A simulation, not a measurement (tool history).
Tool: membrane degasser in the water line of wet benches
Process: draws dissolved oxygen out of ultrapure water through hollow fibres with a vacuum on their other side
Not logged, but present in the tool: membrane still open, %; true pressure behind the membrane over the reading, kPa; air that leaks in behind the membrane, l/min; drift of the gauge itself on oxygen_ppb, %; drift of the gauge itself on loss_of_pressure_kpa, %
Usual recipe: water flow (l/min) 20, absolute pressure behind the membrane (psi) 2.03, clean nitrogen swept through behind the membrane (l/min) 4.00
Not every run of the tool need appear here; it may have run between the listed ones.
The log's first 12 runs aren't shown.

run    hour  water flow (l/min)  absolute pressure behind the membrane (psi)  clean nitrogen swept through behind the membrane (l/min)  hours since the membrane was changed  hours since the vacuum gauge was calibrated  hours since the vacuum lines were made tight  dissolved oxygen in the water behind the degasser (ppb)  pressure that the water loses in the fibres (psi)
 13   599.9                  20                                         1.78                                                      4.00                                  2254                                          188                                          6933                                                    118.6                                              8.715
 14   661.2                  20                                         1.78                                                      4.00                                  2316                                          250                                          6995                                                    117.7                                              8.763
 15   720.9                  20                                         2.03                                                      1.71                                  2375                                          309                                          7054                                                    300.5                                              8.828
      728.3  -- vacuum gauge calibrated, once more
 16   750.9                  20                                         2.03                                                      4.00                                  2405                                           23                                          7084                                                    135.6                                              8.737
 17   793.8                  22                                         3.44                                                      4.00                                  2448                                           65                                          7127                                                    273.3                                              9.680
 18   842.2                  20                                         2.87                                                      2.40                                  2496                                          114                                          7175                                                    328.2                                              8.799
 19   902.0                  20                                         2.87                                                      2.40                                  2556                                          174                                          7235                                                    327.4                                              8.720
 20   931.7                  20                                         4.73                                                      2.33                                  2586                                          203                                          7265                                                    577.9                                              8.740
 21   966.2                  17                                         4.16                                                      5.22                                  2620                                          238                                          7299                                                    210.1                                              7.485
 22  1014.3                  13                                         4.99                                                      4.00                                  2668                                          286                                          7347                                                    250.8                                              5.665
 23  1050.6                  14                                         1.58                                                      3.13                                  2705                                          322                                          7384                                                     89.4                                              6.163
 24  1084.3                  14                                         1.58                                                      3.13                                  2738                                          356                                          7417                                                     87.0                                              6.150
 25  1145.3                  28                                         2.78                                                      2.92                                  2799                                          417                                          7478                                                    362.1                                             12.240
 26  1184.0                  28                                         2.78                                                      2.92                                  2838                                          456                                          7517                                                    360.5                                             12.264
 27  1251.0                  21                                         2.78                                                     11.91                                  2905                                          523                                          7584                                                     76.6                                              9.185
 28  1298.8                  26                                         3.81                                                      4.31                                  2953                                          570                                          7632                                                    341.4                                             11.425
 29  1352.1                  26                                         3.81                                                      4.31                                  3006                                          624                                          7685                                                    341.0                                             11.397
 30  1418.5                  20                                         1.38                                                      2.44                                  3072                                          690                                          7751                                                    128.7                                              8.776
 31  1463.8                  20                                         1.38                                                      2.44                                  3118                                          735                                          7797                                                    128.6                                              8.765
 32  1509.1                  20                                         1.38                                                      2.44                                  3163                                          781                                          7842                                                    127.7                                              8.766

Consider 4 possible next runs. They are alternatives, not a sequence: every one starts from the tool as it was left by run 32. What does each give?
  A  1574.8                  24                                         1.62                                                      2.30                                  3229                                          846                                          7908                                                        ?                                                  ?
  B  1574.8                  20                                         3.00                                                      3.24                                  3229                                          846                                          7908                                                        ?                                                  ?
  C  1574.8                  18                                         3.64                                                      2.74                                  3229                                          846                                          7908                                                        ?                                                  ?
  D  1574.8                  15                                         2.03                                                      4.00                                  3229                                          846                                          7908                                                        ?                                                  ?

run  dissolved oxygen in the water behind the degasser (ppb)  pressure that the water loses in the fibres (psi)
  A                                                    203.2                                             10.599
  B                                                    266.5                                              8.752
  C                                                    345.8                                              7.883
  D                                                    103.5                                              6.606
What these runs would have given with no unlogged condition in the tool:
run  dissolved oxygen in the water behind the degasser (ppb)  pressure that the water loses in the fibres (psi)
  A                                                    199.5                                             10.437
  B                                                    259.9                                              8.617
  C                                                    336.6                                              7.762
  D                                                     99.9                                              6.505
